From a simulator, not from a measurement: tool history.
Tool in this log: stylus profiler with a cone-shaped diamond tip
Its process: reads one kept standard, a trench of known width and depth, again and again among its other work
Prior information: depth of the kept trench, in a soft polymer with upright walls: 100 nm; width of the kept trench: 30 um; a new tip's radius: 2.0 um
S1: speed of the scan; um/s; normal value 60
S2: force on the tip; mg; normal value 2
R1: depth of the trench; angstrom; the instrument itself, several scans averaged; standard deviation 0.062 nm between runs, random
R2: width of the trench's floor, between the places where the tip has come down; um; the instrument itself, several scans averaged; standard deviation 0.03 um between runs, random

run    hour   S1    S2      R1     R2
  1       0   60     2  1011.1  27.93
  2    64.3   60  2.37  1013.1  27.91
  3   141.5   60     2  1010.8  27.82
  4     212   60  1.14  1007.9  27.72
  5   279.8   60  1.14    1009  27.72
  6   347.7   60  1.14  1009.1  27.68
  7   409.7   60     2  1011.1  27.81
  8   504.6   60     2  1010.7  27.79
  9   601.4   60     2  1011.7  27.79
 10   653.9   60     2  1010.8  27.74
 11   718.2   60     2  1013.4  27.78
 12   804.9   60     2  1011.3  27.72
 13     853  123     2    1013  27.36
 14   938.4   60  0.89  1009.2  27.52
 15  1028.9   60     2  1013.9   27.7
 16  1072.1   60     2  1012.2  27.68
 17  1114.9   60     2  1013.6  27.67
 18  1182.6   60     2  1012.5  27.61
 19  1255.5   60     2  1012.7  27.67
 20  1313.8   60     2  1013.1  27.69
 21  1359.8   60  3.59    1016  27.74
 22  1444.1   60  1.67  1011.6  27.62
 23    1498  104  1.67  1012.5  27.27
 24  1592.8  104  3.03  1015.8  27.42
       1642  -- height scale calibrated on a step standard
 25  1674.4   97  3.46  1012.3  27.51
 26  1719.6   28  1.03  1004.7  27.75
 27  1778.8   28  1.03  1005.3  27.76
 28  1824.5   28  1.03  1004.2  27.69
 29  1911.8  110  1.18  1004.6  27.07
 30  1968.4  110  1.18  1004.6  27.02
 31  2013.7   60  5.67  1016.3  27.67
 32  2100.6  149  0.85  1005.6  26.53
 33  2173.6  128  3.61  1012.2  27.32
 34  2246.1   96  5.33  1014.5  27.54
 35    2317   52  4.01  1013.3  27.69
 36  2361.8  120  5.04  1013.9   27.4
 37  2460.8  169  0.69  1004.6  26.06
 38  2540.3   63  2.09  1008.4  27.51
 39  2599.2   73  0.88  1004.3  27.15
 40  2668.3   40  0.92  1005.8   27.5
 41  2751.3   40  0.92  1005.4  27.48
 42  2837.9   41  1.14  1006.6   27.5
 43  2913.2   41  1.14  1006.7   27.5
 44  2991.5   41  1.14  1006.5  27.47
 45  3066.7   41  1.14  1006.6  27.43
 46  3166.6  124  0.87  1006.2  26.59

Consider 3 possible next runs. They are alternatives, not a sequence: every one starts from the tool as it was left by run 46. What does each give?
  A  3233.3  124  4.16   ?   ?
  B  3233.3  142  1.85   ?   ?
  C  3233.3   37  2.22   ?   ?

run      R1     R2
  A  1014.5  27.24
  B  1009.3  26.81
  C    1010  27.53
With no hidden state in the tool, these same runs would have given:
run      R1     R2
  A  1012.4  28.24
  B  1007.2  27.81
  C  1007.9  28.53
